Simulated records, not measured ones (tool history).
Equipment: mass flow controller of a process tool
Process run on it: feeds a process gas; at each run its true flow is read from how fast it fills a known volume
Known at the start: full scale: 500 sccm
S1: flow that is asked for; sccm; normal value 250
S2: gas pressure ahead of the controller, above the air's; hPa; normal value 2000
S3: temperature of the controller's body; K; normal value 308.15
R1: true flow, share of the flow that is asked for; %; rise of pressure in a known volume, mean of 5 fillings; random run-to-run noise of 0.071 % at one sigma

run      day   S1    S2      S3      R1
  1    0.000  250  2000  308.15   99.53
  2   13.667  250  2000  308.15   99.64
  3   26.138  250  1830  308.15   99.41
  4   40.346  250  1830  308.15   99.43
  5   57.208  196  2000  308.15   99.13
  6   75.450  196  2000  308.15   98.95
  7   93.538  196  2000  308.15   99.07
  8  106.933  196  2000  308.15   98.94
  9  115.238  196  2000  308.15   98.91
 10  131.758  196  2000  308.15   98.91
 11  143.996  196  2000  308.15   98.81
 12  154.062  196  2000  308.15   98.90
 13  171.825  250  2000  308.15   99.33
 14  184.338  250  2000  308.15   99.23
 15  192.454  405  2000  308.15  100.54
 16  203.600  405  2000  308.15  100.72
 17  213.921   99  2000  308.15   96.52
     215.100  -- controller's zero set anew
 18  231.796   99  2000  308.15   94.20
 19  246.800   99  2000  308.15   94.03
 20  254.650  250  2000  308.15   98.44
 21  271.267  250  2000  308.15   98.45
 22  281.262  250  1630  308.15   98.20
     289.179  -- controller's zero set anew, once more
 23  295.021  250  1630  308.15  100.79
 24  302.658  250  1630  308.15  100.71
 25  315.567  128  2780  311.15  100.81
 26  326.192   93  1510  308.15   99.64
 27  335.125   93  1510  308.15   99.52
 28  349.154   62  2000  296.15   98.24
 29  360.504   62  2000  296.15   98.07
 30  369.933  211  1620  296.15   99.44
 31  382.421  250  1930  308.15  100.95
 32  395.833  120  2710  311.15  100.27
 33  404.900  115  2380  295.15   98.87
 34  419.342  115  2380  295.15   98.76
 35  436.342  436  1880  295.15  100.76
 36  446.979  436  1880  295.15  100.65
 37  455.829  436  1880  295.15  100.79
 38  463.408  350  1580  296.15  100.10
 39  478.675  350  1580  296.15  100.31
 40  488.196  250  2370  304.15  100.67
 41  501.229  444  1590  310.15  101.86
 42  515.708   96  2000  306.15   98.50
 43  526.942   96  2000  306.15   98.51
 44  536.379  250  2310  312.15  101.17
 45  553.925  181  2200  308.15  100.04
 46  566.304  399  1940  308.15  101.75
 47  579.483  399  1940  308.15  101.77
 48  596.979   94  2000  308.15   98.15

Branching from run 48: 4 alternative next runs. What would each branch give?
  A  607.062  181  2130  309.15   ?
  B  607.062   94  2550  307.15   ?
  C  607.062   94  2000  310.15   ?
  D  607.062  245  2360  299.15   ?

run      R1
  A  100.07
  B   98.16
  C   98.29
  D  100.17
Without the tool's unlogged condition, the same runs would have read:
run     R1
  A  99.53
  B  99.05
  C  99.17
  D  99.22
